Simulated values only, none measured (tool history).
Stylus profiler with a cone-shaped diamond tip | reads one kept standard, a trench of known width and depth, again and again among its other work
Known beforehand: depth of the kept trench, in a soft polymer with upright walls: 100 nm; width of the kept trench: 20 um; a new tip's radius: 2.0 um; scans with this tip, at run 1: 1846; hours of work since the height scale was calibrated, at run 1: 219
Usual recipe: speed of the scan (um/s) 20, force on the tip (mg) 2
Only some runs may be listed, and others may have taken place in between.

run	day	speed of the scan (um/s)	force on the tip (mg)	scans with this tip	hours of work since the height scale was calibrated	depth of the trench (Å)	width of the trench's floor (µm)
1	0	20	2	1846	219	1014.4	18.6
2	0.862	20	4.78	1959	232	1024.5	18.68
3	1.5	20	2.1	2042	242	1015.2	18.63
4	2.108	20	2.1	2121	252	1013.1	18.65
5	2.575	20	2.1	2183	259	1013.7	18.61
6	3.046	20	2.1	2245	266	1014.1	18.61
7	3.725	44	2	2333	277	1012.7	18.46
8	4.542	20	2.24	2440	289	1015.4	18.59
9	5.017	20	2.24	2502	297	1016	18.62
10	5.521	20	2.24	2568	305	1016.5	18.65
11	6.221	20	2.24	2660	315	1014.4	18.63
12	6.721	20	2.24	2726	323	1013.8	18.62
13	7.358	20	2.24	2809	333	1014.4	18.66
14	7.762	20	2.24	2862	339	1016.7	18.65
15	8.604	33	0.91	2972	352	1008.7	18.43
16	9.412	51	2	3078	365	1014.4	18.43
17	9.842	36	2.04	3134	372	1013.7	18.49
18	10.633	36	2.04	3237	384	1013.2	18.5
19	11.371	20	2.22	3334	395	1015.6	18.62
20	12.221	20	1.67	3445	409	1013.1	18.54
21	12.942	52	2.61	3539	420	1017.3	18.47
22	13.642	5	0.68	3631	431	1008.5	18.65
23	14.421	5	0.68	3733	443	1006	18.71
24	15.208	32	1.21	3836	455	1010.5	18.46
25	15.679	41	4.42	3898	462	1024.2	18.6
26	16.154	41	4.42	3960	470	1023.1	18.61
27	16.804	13	0.78	4045	480	1006.9	18.6

Consider 3 possible next runs. They are alternatives, not a sequence: every one starts from the tool as it was left by run 27. What does each give?
A	17.55	24	2.34	4143	491	?	?
B	17.55	16	4.3	4143	491	?	?
C	17.55	9	4.25	4143	491	?	?

run	depth of the trench (Å)	width of the trench's floor (µm)
A	1016.1	18.61
B	1023	18.65
C	1023.3	18.75
Stripped of hidden state, with their random variation kept, the same runs would have yielded:
run	depth of the trench (Å)	width of the trench's floor (µm)
A	1016.1	18.61
B	1022.9	18.65
C	1023.3	18.75

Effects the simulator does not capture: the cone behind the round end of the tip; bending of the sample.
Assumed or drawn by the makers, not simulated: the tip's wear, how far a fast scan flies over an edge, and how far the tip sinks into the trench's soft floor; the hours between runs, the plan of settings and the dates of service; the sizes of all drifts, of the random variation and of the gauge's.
